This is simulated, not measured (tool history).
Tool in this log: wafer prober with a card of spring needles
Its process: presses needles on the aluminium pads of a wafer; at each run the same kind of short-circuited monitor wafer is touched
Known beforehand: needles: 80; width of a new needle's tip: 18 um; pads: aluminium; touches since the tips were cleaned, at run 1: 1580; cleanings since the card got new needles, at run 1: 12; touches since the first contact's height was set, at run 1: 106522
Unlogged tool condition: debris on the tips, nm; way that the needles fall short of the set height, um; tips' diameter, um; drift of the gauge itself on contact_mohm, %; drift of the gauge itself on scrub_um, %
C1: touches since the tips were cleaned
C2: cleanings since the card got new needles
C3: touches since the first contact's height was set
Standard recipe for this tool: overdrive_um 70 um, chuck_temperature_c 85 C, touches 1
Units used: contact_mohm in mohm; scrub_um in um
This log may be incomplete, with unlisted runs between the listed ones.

run 1 hour=0 | overdrive_um=70 chuck_temperature_c=85 touches=1 | C1=1580 C2=12 C3=106522 | contact_mohm=254 scrub_um=15.16
run 2 hour=7.9 | overdrive_um=70 chuck_temperature_c=85 touches=1 | C1=4649 C2=12 C3=109591 | contact_mohm=259 scrub_um=15.22
-- hour=15.5 tips cleaned on abrasive film
run 3 hour=17.2 | overdrive_um=70 chuck_temperature_c=85 touches=1 | C1=645 C2=13 C3=113128 | contact_mohm=251 scrub_um=15.18
run 4 hour=23.2 | overdrive_um=70 chuck_temperature_c=85 touches=1 | C1=2958 C2=13 C3=115441 | contact_mohm=260 scrub_um=15.14
run 5 hour=32 | overdrive_um=70 chuck_temperature_c=47 touches=1 | C1=6394 C2=13 C3=118877 | contact_mohm=252 scrub_um=15.18
-- hour=35 tips cleaned on abrasive film
run 6 hour=37.5 | overdrive_um=70 chuck_temperature_c=47 touches=2 | C1=975 C2=14 C3=120947 | contact_mohm=242 scrub_um=15.11
run 7 hour=44.6 | overdrive_um=70 chuck_temperature_c=44 touches=2 | C1=3703 C2=14 C3=123675 | contact_mohm=247 scrub_um=15.16
run 8 hour=51.6 | overdrive_um=70 chuck_temperature_c=44 touches=2 | C1=6417 C2=14 C3=126389 | contact_mohm=244 scrub_um=15.15
-- hour=54.4 tips cleaned on abrasive film
run 9 hour=57.9 | overdrive_um=70 chuck_temperature_c=44 touches=2 | C1=1326 C2=15 C3=128788 | contact_mohm=241 scrub_um=15.12
run 10 hour=63.8 | overdrive_um=70 chuck_temperature_c=44 touches=2 | C1=3632 C2=15 C3=131094 | contact_mohm=246 scrub_um=15.13
run 11 hour=68 | overdrive_um=70 chuck_temperature_c=44 touches=2 | C1=5244 C2=15 C3=132706 | contact_mohm=246 scrub_um=15.13
-- hour=74.2 tips cleaned on abrasive film
run 12 hour=74.3 | overdrive_um=70 chuck_temperature_c=44 touches=2 | C1=22 C2=16 C3=135096 | contact_mohm=233 scrub_um=15.06
run 13 hour=78.8 | overdrive_um=70 chuck_temperature_c=85 touches=1 | C1=1764 C2=16 C3=136838 | contact_mohm=256 scrub_um=15.05
run 14 hour=86 | overdrive_um=59 chuck_temperature_c=77 touches=1 | C1=4550 C2=16 C3=139624 | contact_mohm=264 scrub_um=12.68
-- hour=93.5 tips cleaned on abrasive film
run 15 hour=93.9 | overdrive_um=70 chuck_temperature_c=85 touches=1 | C1=165 C2=17 C3=142646 | contact_mohm=249 scrub_um=15.02
run 16 hour=99.3 | overdrive_um=72 chuck_temperature_c=85 touches=1 | C1=2262 C2=17 C3=144743 | contact_mohm=259 scrub_um=15.5
run 17 hour=107.1 | overdrive_um=75 chuck_temperature_c=31 touches=3 | C1=5258 C2=17 C3=147739 | contact_mohm=236 scrub_um=16.14
-- hour=113.1 tips cleaned on abrasive film
run 18 hour=113.5 | overdrive_um=70 chuck_temperature_c=84 touches=2 | C1=166 C2=18 C3=150190 | contact_mohm=245 scrub_um=15.02
run 19 hour=122.9 | overdrive_um=66 chuck_temperature_c=65 touches=2 | C1=3780 C2=18 C3=153804 | contact_mohm=252 scrub_um=14.15
run 20 hour=131.7 | overdrive_um=66 chuck_temperature_c=65 touches=2 | C1=7191 C2=18 C3=157215 | contact_mohm=256 scrub_um=14.17
-- hour=132.4 tips cleaned on abrasive film
run 21 hour=138.6 | overdrive_um=66 chuck_temperature_c=65 touches=2 | C1=2407 C2=19 C3=159851 | contact_mohm=251 scrub_um=14.11
run 22 hour=148.3 | overdrive_um=70 chuck_temperature_c=29 touches=2 | C1=6144 C2=19 C3=163588 | contact_mohm=241 scrub_um=15.02
-- hour=151.8 tips cleaned on abrasive film
run 23 hour=156.3 | overdrive_um=70 chuck_temperature_c=29 touches=2 | C1=1711 C2=20 C3=166645 | contact_mohm=236 scrub_um=14.97
run 24 hour=164.5 | overdrive_um=55 chuck_temperature_c=85 touches=1 | C1=4883 C2=20 C3=169817 | contact_mohm=273 scrub_um=11.74
run 25 hour=169.4 | overdrive_um=90 chuck_temperature_c=66 touches=1 | C1=6779 C2=20 C3=171713 | contact_mohm=252 scrub_um=19.42
-- hour=171.6 tips cleaned on abrasive film
run 26 hour=176.1 | overdrive_um=57 chuck_temperature_c=54 touches=1 | C1=1769 C2=21 C3=174289 | contact_mohm=253 scrub_um=12.18

What if the next run were any one of these 5? Each begins from the tool's condition after run 26:
run A hour=183.7 | overdrive_um=64 chuck_temperature_c=54 touches=1 | C1=4713 C2=21 C3=177233 | contact_mohm=? scrub_um=?
run B hour=183.7 | overdrive_um=66 chuck_temperature_c=61 touches=1 | C1=4713 C2=21 C3=177233 | contact_mohm=? scrub_um=?
run C hour=183.7 | overdrive_um=57 chuck_temperature_c=54 touches=2 | C1=4713 C2=21 C3=177233 | contact_mohm=? scrub_um=?
run D hour=183.7 | overdrive_um=68 chuck_temperature_c=25 touches=2 | C1=4713 C2=21 C3=177233 | contact_mohm=? scrub_um=?
run E hour=183.7 | overdrive_um=57 chuck_temperature_c=32 touches=2 | C1=4713 C2=21 C3=177233 | contact_mohm=? scrub_um=?

run=A contact_mohm=253 scrub_um=13.58
run=B contact_mohm=259 scrub_um=14.1
run=C contact_mohm=256 scrub_um=12.11
run=D contact_mohm=243 scrub_um=14.51
run=E contact_mohm=251 scrub_um=12.09
The same runs, with their run-to-run variation unchanged, on a tool lacking any hidden condition would have given:
run=A contact_mohm=233 scrub_um=14.03
run=B contact_mohm=240 scrub_um=14.54
run=C contact_mohm=241 scrub_um=12.55
run=D contact_mohm=231 scrub_um=14.95
run=E contact_mohm=235 scrub_um=12.54
